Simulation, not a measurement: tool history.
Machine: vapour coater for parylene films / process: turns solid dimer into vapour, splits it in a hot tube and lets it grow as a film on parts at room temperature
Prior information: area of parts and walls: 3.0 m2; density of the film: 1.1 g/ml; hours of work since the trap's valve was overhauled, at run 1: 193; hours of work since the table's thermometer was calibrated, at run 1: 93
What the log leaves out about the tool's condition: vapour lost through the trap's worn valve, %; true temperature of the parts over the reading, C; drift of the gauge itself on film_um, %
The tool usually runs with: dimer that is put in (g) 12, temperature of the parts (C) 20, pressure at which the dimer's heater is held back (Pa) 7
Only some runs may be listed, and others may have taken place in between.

run	day	dimer that is put in (g)	temperature of the parts (C)	pressure at which the dimer's heater is held back (Pa)	hours of work since the trap's valve was overhauled	hours of work since the table's thermometer was calibrated	thickness of the film (µm)
1	0	12	20	7	193	93	1.62
2	0.558	15	20	7	205	104	2
# day 0.788: trap's valve overhauled
3	1.562	15	20	7	16	121	2.08
4	2.633	10	20	7	37	143	1.4
5	3.362	5	20	7	52	157	0.69
6	3.892	5	20	7	63	168	0.71
7	4.475	5	20	7	75	180	0.67
8	5.5	12	20	7	96	201	1.63
# day 5.6: table's thermometer calibrated
9	6.288	12	20	7	111	14	1.61
10	7.342	12	20	7	132	35	1.65
11	8.154	12	20	7	149	52	1.6
12	8.658	12	20	7	159	62	1.61
13	9.329	12	20	7	172	76	1.6
# day 9.533: table's thermometer calibrated, once more
14	10.075	17	20	2.83	187	11	2.45
15	10.75	13	22	10.96	200	25	1.59
# day 11.212: trap's valve overhauled
16	11.488	12	15	4.61	6	36	1.97
17	12.238	12	15	7.53	21	51	1.93
18	13.317	12	15	7.53	43	73	1.87
19	14.171	12	15	3.77	60	91	1.97
20	14.738	17	20	7	72	102	2.32
21	15.521	12	14	10.27	87	118	1.85
22	16.117	12	14	10.27	99	130	1.87
23	17.129	7	29	7	120	151	0.76
24	17.7	19	15	5.06	132	162	3.04
25	18.379	14	20	3.17	145	176	2

5 ways to go on from here, each from the tool as it stands after run 25. What would each give?
A	19.508	7	14	7	168	199	?
B	19.508	12	20	4.12	168	199	?
C	19.508	6	25	4.71	168	199	?
D	19.508	10	20	7	168	199	?
E	19.508	14	20	3.17	168	199	?

run	thickness of the film (µm)
A	1.11
B	1.69
C	0.73
D	1.34
E	1.95
Had the tool no hidden state, the same runs would have come out as:
run	thickness of the film (µm)
A	1.16
B	1.76
C	0.76
D	1.41
E	2.04

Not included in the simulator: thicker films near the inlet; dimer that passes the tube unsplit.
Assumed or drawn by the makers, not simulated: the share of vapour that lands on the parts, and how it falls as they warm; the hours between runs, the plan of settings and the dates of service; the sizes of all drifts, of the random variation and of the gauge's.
